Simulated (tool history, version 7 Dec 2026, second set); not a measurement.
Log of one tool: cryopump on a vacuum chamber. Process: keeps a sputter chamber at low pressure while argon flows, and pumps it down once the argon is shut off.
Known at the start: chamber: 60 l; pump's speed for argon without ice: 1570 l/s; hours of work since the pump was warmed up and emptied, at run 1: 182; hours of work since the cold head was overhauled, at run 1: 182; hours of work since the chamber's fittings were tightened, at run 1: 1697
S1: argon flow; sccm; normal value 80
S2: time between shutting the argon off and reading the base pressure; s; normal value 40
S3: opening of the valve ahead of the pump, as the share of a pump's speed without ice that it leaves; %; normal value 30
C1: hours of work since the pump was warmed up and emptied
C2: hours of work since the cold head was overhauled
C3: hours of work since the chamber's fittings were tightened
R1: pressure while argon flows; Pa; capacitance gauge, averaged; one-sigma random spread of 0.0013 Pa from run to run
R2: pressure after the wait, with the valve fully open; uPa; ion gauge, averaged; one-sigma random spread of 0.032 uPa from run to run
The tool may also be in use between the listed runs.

| run | hour | S1 | S2 | S3 | C1 | C2 | C3 | R1 | R2 |
|---|---|---|---|---|---|---|---|---|---|
| 1 | 0.0 | 80 | 40 | 30 | 182 | 182 | 1697 | 0.2944 | 2.79 |
| 2 | 11.5 | 80 | 40 | 30 | 188 | 188 | 1703 | 0.2958 | 2.76 |
| 3 | 31.3 | 68 | 40 | 30 | 197 | 197 | 1712 | 0.2532 | 2.84 |
| 4 | 40.9 | 68 | 40 | 30 | 202 | 202 | 1717 | 0.2531 | 2.79 |
| 5 | 50.5 | 80 | 40 | 30 | 206 | 206 | 1721 | 0.2995 | 2.83 |
| 6 | 67.9 | 89 | 40 | 30 | 214 | 214 | 1729 | 0.3306 | 2.87 |
| 7 | 82.3 | 80 | 40 | 30 | 221 | 221 | 1736 | 0.2960 | 2.83 |
| 8 | 101.6 | 80 | 67 | 30 | 230 | 230 | 1745 | 0.2989 | 2.23 |
| 9 | 110.3 | 80 | 87 | 30 | 234 | 234 | 1749 | 0.2988 | 2.03 |
| 10 | 131.2 | 80 | 87 | 30 | 244 | 244 | 1759 | 0.3010 | 2.04 |
| 11 | 141.0 | 51 | 40 | 30 | 249 | 249 | 1764 | 0.1909 | 2.86 |
| 12 | 154.6 | 80 | 40 | 19 | 255 | 255 | 1770 | 0.4656 | 2.83 |
| 13 | 164.3 | 41 | 40 | 59 | 260 | 260 | 1775 | 0.0811 | 2.89 |
| 14 | 178.7 | 77 | 40 | 41 | 267 | 267 | 1782 | 0.2141 | 2.91 |
| 15 | 199.3 | 77 | 40 | 41 | 276 | 276 | 1791 | 0.2137 | 2.96 |
| 16 | 208.9 | 67 | 166 | 17 | 281 | 281 | 1796 | 0.4364 | 1.78 |
| 17 | 219.8 | 67 | 166 | 17 | 286 | 286 | 1801 | 0.4369 | 1.86 |
| 18 | 240.3 | 67 | 166 | 17 | 296 | 296 | 1811 | 0.4368 | 1.82 |
| 19 | 259.6 | 70 | 50 | 24 | 305 | 305 | 1820 | 0.3304 | 2.64 |
| 20 | 271.0 | 80 | 40 | 17 | 310 | 310 | 1825 | 0.5199 | 2.93 |
| 21 | 291.2 | 33 | 203 | 44 | 320 | 320 | 1835 | 0.0874 | 1.78 |
| 22 | 308.0 | 136 | 40 | 31 | 328 | 328 | 1843 | 0.5018 | 3.12 |
| 23 | 318.5 | 136 | 40 | 31 | 332 | 332 | 1847 | 0.4990 | 2.93 |
| 24 | 332.7 | 91 | 150 | 49 | 339 | 339 | 1854 | 0.2195 | 1.89 |

Had the tool no unlogged condition, and each run kept its random variation, what would the results have been?
Hidden state present: pump's speed, % of a pump's without ice; cold plate's temperature, K; leak into the chamber, uPa l/s; drift of the gauge itself on working_pa, %; drift of the gauge itself on base_upa, %.
| run | R1 | R2 |
|---|---|---|
| 1 | 0.2853 | 1.71 |
| 2 | 0.2864 | 1.67 |
| 3 | 0.2448 | 1.72 |
| 4 | 0.2445 | 1.68 |
| 5 | 0.2892 | 1.70 |
| 6 | 0.3187 | 1.71 |
| 7 | 0.2850 | 1.70 |
| 8 | 0.2873 | 1.07 |
| 9 | 0.2871 | 0.88 |
| 10 | 0.2887 | 0.88 |
| 11 | 0.1829 | 1.68 |
| 12 | 0.4527 | 1.64 |
| 13 | 0.0744 | 1.70 |
| 14 | 0.2011 | 1.71 |
| 15 | 0.2004 | 1.73 |
| 16 | 0.4245 | 0.55 |
| 17 | 0.4247 | 0.60 |
| 18 | 0.4242 | 0.57 |
| 19 | 0.3167 | 1.40 |
| 20 | 0.5040 | 1.68 |
| 21 | 0.0806 | 0.51 |
| 22 | 0.4729 | 1.79 |
| 23 | 0.4698 | 1.66 |
| 24 | 0.1994 | 0.58 |
